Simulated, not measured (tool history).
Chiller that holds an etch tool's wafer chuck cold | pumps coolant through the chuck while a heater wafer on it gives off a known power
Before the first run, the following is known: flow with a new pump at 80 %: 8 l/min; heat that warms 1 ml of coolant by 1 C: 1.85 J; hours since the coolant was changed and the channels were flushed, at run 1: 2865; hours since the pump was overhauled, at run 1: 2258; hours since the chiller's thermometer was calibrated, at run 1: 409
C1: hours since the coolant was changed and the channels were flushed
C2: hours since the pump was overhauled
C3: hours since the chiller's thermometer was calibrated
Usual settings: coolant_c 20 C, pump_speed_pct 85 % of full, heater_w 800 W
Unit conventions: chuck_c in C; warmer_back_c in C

run 1 hour=0.0 | coolant_c=20 pump_speed_pct=85 heater_w=800 | C1=2865 C2=2258 C3=409 | chuck_c=26.03 warmer_back_c=3.23
run 2 hour=58.5 | coolant_c=20 pump_speed_pct=85 heater_w=800 | C1=2923 C2=2317 C3=467 | chuck_c=26.11 warmer_back_c=3.22
run 3 hour=108.7 | coolant_c=20 pump_speed_pct=85 heater_w=800 | C1=2974 C2=2367 C3=517 | chuck_c=26.14 warmer_back_c=3.25
run 4 hour=143.4 | coolant_c=20 pump_speed_pct=85 heater_w=800 | C1=3008 C2=2401 C3=552 | chuck_c=26.13 warmer_back_c=3.26
run 5 hour=184.2 | coolant_c=14 pump_speed_pct=85 heater_w=800 | C1=3049 C2=2442 C3=593 | chuck_c=20.07 warmer_back_c=3.27
run 6 hour=250.1 | coolant_c=14 pump_speed_pct=85 heater_w=800 | C1=3115 C2=2508 C3=659 | chuck_c=20.24 warmer_back_c=3.22
run 7 hour=299.4 | coolant_c=14 pump_speed_pct=85 heater_w=800 | C1=3164 C2=2557 C3=708 | chuck_c=20.13 warmer_back_c=3.23
run 8 hour=353.7 | coolant_c=14 pump_speed_pct=85 heater_w=800 | C1=3219 C2=2612 C3=762 | chuck_c=20.02 warmer_back_c=3.25
run 9 hour=391.0 | coolant_c=14 pump_speed_pct=85 heater_w=800 | C1=3256 C2=2649 C3=800 | chuck_c=20.30 warmer_back_c=3.33
-- hour=397.3 chiller's thermometer calibrated
run 10 hour=455.1 | coolant_c=14 pump_speed_pct=85 heater_w=800 | C1=3319 C2=2712 C3=58 | chuck_c=20.18 warmer_back_c=3.27
run 11 hour=488.4 | coolant_c=20 pump_speed_pct=88 heater_w=800 | C1=3352 C2=2745 C3=91 | chuck_c=26.03 warmer_back_c=3.16
run 12 hour=514.9 | coolant_c=20 pump_speed_pct=85 heater_w=800 | C1=3379 C2=2772 C3=118 | chuck_c=26.19 warmer_back_c=3.28
run 13 hour=572.5 | coolant_c=20 pump_speed_pct=85 heater_w=800 | C1=3436 C2=2830 C3=175 | chuck_c=26.22 warmer_back_c=3.25
run 14 hour=624.9 | coolant_c=27 pump_speed_pct=85 heater_w=800 | C1=3489 C2=2882 C3=228 | chuck_c=33.28 warmer_back_c=3.29
-- hour=648.6 chiller's thermometer calibrated, once more
run 15 hour=682.5 | coolant_c=11 pump_speed_pct=85 heater_w=975 | C1=3545 C2=2939 C3=34 | chuck_c=18.51 warmer_back_c=4.03
run 16 hour=720.9 | coolant_c=11 pump_speed_pct=85 heater_w=975 | C1=3584 C2=2977 C3=72 | chuck_c=18.56 warmer_back_c=4.05
run 17 hour=764.8 | coolant_c=11 pump_speed_pct=85 heater_w=975 | C1=3628 C2=3021 C3=116 | chuck_c=18.56 warmer_back_c=4.06
run 18 hour=808.7 | coolant_c=28 pump_speed_pct=80 heater_w=800 | C1=3672 C2=3065 C3=160 | chuck_c=34.71 warmer_back_c=3.54
run 19 hour=842.6 | coolant_c=28 pump_speed_pct=80 heater_w=800 | C1=3706 C2=3099 C3=194 | chuck_c=34.54 warmer_back_c=3.54
run 20 hour=871.0 | coolant_c=18 pump_speed_pct=91 heater_w=800 | C1=3734 C2=3127 C3=222 | chuck_c=23.96 warmer_back_c=3.08
run 21 hour=908.8 | coolant_c=18 pump_speed_pct=91 heater_w=800 | C1=3772 C2=3165 C3=260 | chuck_c=24.02 warmer_back_c=3.07
run 22 hour=961.5 | coolant_c=20 pump_speed_pct=79 heater_w=789 | C1=3824 C2=3218 C3=313 | chuck_c=26.68 warmer_back_c=3.60
run 23 hour=1010.3 | coolant_c=28 pump_speed_pct=96 heater_w=449 | C1=3873 C2=3266 C3=362 | chuck_c=31.23 warmer_back_c=1.62
run 24 hour=1044.9 | coolant_c=28 pump_speed_pct=96 heater_w=449 | C1=3908 C2=3301 C3=396 | chuck_c=31.16 warmer_back_c=1.60
run 25 hour=1085.5 | coolant_c=28 pump_speed_pct=96 heater_w=449 | C1=3948 C2=3342 C3=437 | chuck_c=31.32 warmer_back_c=1.65

The logged runs with the hidden state left out (each run's random variation unchanged):
Hidden state present: heat passed by the chuck's channels, % of clean ones'; flow at a given pump speed, % of a new pump's; coolant's true temperature over the reading, C; drift of the gauge itself on chuck_c, C; drift of the gauge itself on warmer_back_c, C.
run=1 chuck_c=25.37 warmer_back_c=3.02
run=2 chuck_c=25.42 warmer_back_c=3.01
run=3 chuck_c=25.44 warmer_back_c=3.04
run=4 chuck_c=25.41 warmer_back_c=3.04
run=5 chuck_c=19.35 warmer_back_c=3.05
run=6 chuck_c=19.49 warmer_back_c=3.00
run=7 chuck_c=19.37 warmer_back_c=3.00
run=8 chuck_c=19.23 warmer_back_c=3.01
run=9 chuck_c=19.51 warmer_back_c=3.09
run=10 chuck_c=19.34 warmer_back_c=3.03
run=11 chuck_c=25.21 warmer_back_c=2.92
run=12 chuck_c=25.33 warmer_back_c=3.02
run=13 chuck_c=25.35 warmer_back_c=2.99
run=14 chuck_c=32.39 warmer_back_c=3.03
run=15 chuck_c=17.54 warmer_back_c=3.70
run=16 chuck_c=17.58 warmer_back_c=3.72
run=17 chuck_c=17.56 warmer_back_c=3.72
run=18 chuck_c=33.83 warmer_back_c=3.24
run=19 chuck_c=33.65 warmer_back_c=3.24
run=20 chuck_c=23.15 warmer_back_c=2.82
run=21 chuck_c=23.20 warmer_back_c=2.80
run=22 chuck_c=25.75 warmer_back_c=3.28
run=23 chuck_c=30.77 warmer_back_c=1.47
run=24 chuck_c=30.69 warmer_back_c=1.45
run=25 chuck_c=30.84 warmer_back_c=1.50
